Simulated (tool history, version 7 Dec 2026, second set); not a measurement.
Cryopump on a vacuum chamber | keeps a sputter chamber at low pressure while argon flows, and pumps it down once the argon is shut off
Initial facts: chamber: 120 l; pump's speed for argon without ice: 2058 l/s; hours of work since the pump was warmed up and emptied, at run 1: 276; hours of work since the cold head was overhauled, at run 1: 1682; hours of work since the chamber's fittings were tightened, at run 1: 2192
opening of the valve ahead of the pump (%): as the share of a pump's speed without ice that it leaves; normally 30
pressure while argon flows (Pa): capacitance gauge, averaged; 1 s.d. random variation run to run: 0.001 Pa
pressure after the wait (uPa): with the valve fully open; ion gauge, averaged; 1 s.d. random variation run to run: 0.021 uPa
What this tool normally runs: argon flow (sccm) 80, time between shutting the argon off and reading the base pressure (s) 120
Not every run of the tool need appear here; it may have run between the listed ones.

| run | day | argon flow (sccm) | time between shutting the argon off and reading the base pressure (s) | opening of the valve ahead of the pump (%) | hours of work since the pump was warmed up and emptied | hours of work since the cold head was overhauled | hours of work since the chamber's fittings were tightened | pressure while argon flows (Pa) | pressure after the wait (uPa) |
|---|---|---|---|---|---|---|---|---|---|
| 1 | 0 | 80 | 120 | 30 | 276 | 1682 | 2192 | 0.2308 | 1.07 |
| 2 | 4.079 | 80 | 120 | 30 | 352 | 1758 | 2267 | 0.2334 | 1.17 |
| 3 | 6.233 | 80 | 120 | 30 | 391 | 1798 | 2307 | 0.234 | 1.16 |
| 4 | 8.867 | 102 | 120 | 30 | 440 | 1847 | 2356 | 0.301 | 1.2 |
| 5 | 12.792 | 102 | 120 | 30 | 513 | 1919 | 2429 | 0.3085 | 1.32 |
| 6 | 16.492 | 102 | 120 | 30 | 581 | 1988 | 2497 | 0.3121 | 1.41 |
|  | 19.679 | pump warmed up, emptied and cooled again |
| 7 | 21.75 | 102 | 120 | 30 | 38 | 2081 | 2591 | 0.281 | 1.07 |
| 8 | 24.596 | 102 | 120 | 30 | 91 | 2134 | 2643 | 0.2871 | 1.13 |
| 9 | 28.45 | 102 | 120 | 30 | 162 | 2206 | 2715 | 0.2892 | 1.19 |
| 10 | 32.004 | 155 | 32 | 31 | 228 | 2271 | 2781 | 0.4266 | 1.78 |
| 11 | 37.071 | 80 | 120 | 55 | 322 | 2365 | 2874 | 0.1334 | 1.36 |
| 12 | 39.954 | 59 | 249 | 44 | 376 | 2419 | 2928 | 0.1225 | 1.27 |
| 13 | 44.412 | 59 | 249 | 44 | 458 | 2501 | 3010 | 0.1239 | 1.31 |
| 14 | 46.8 | 144 | 180 | 36 | 502 | 2545 | 3055 | 0.3684 | 1.46 |
| 15 | 49.429 | 144 | 180 | 36 | 551 | 2594 | 3103 | 0.3687 | 1.49 |
|  | 54.083 | pump warmed up, emptied and cooled again |
| 16 | 54.083 | 144 | 180 | 36 | 0 | 2676 | 3186 | 0.3324 | 1.2 |
| 17 | 56.133 | 42 | 103 | 16 | 38 | 2714 | 3224 | 0.2185 | 1.29 |
| 18 | 58.95 | 149 | 237 | 58 | 90 | 2767 | 3276 | 0.2199 | 1.23 |

Subtracting, for every run, the result it would have given without the tool's unlogged condition from the measured result gives the following. The same run-to-run variation enters both numbers; the gauge's scatter may not:
Hidden state at play: pump's speed, % of a pump's without ice; cold plate's temperature, K; leak into the chamber, uPa l/s; drift of the gauge itself on working_pa, %; drift of the gauge itself on base_upa, %.
| run | pressure while argon flows (Pa) | pressure after the wait (uPa) |
|---|---|---|
| 1 | +0.012 | +0.73 |
| 2 | +0.0152 | +0.82 |
| 3 | +0.0168 | +0.83 |
| 4 | +0.0245 | +0.88 |
| 5 | +0.0292 | +0.97 |
| 6 | +0.0337 | +1.03 |
| 7 | +0.0038 | +0.76 |
| 8 | +0.0062 | +0.79 |
| 9 | +0.0092 | +0.85 |
| 10 | +0.0184 | +0.88 |
| 11 | +0.0134 | +1 |
| 12 | +0.0116 | +1.04 |
| 13 | +0.0144 | +1.1 |
| 14 | +0.0389 | +1.19 |
| 15 | +0.0429 | +1.21 |
| 16 | +0.0046 | +0.93 |
| 17 | +0.002 | +0.95 |
| 18 | +0.01 | +1 |
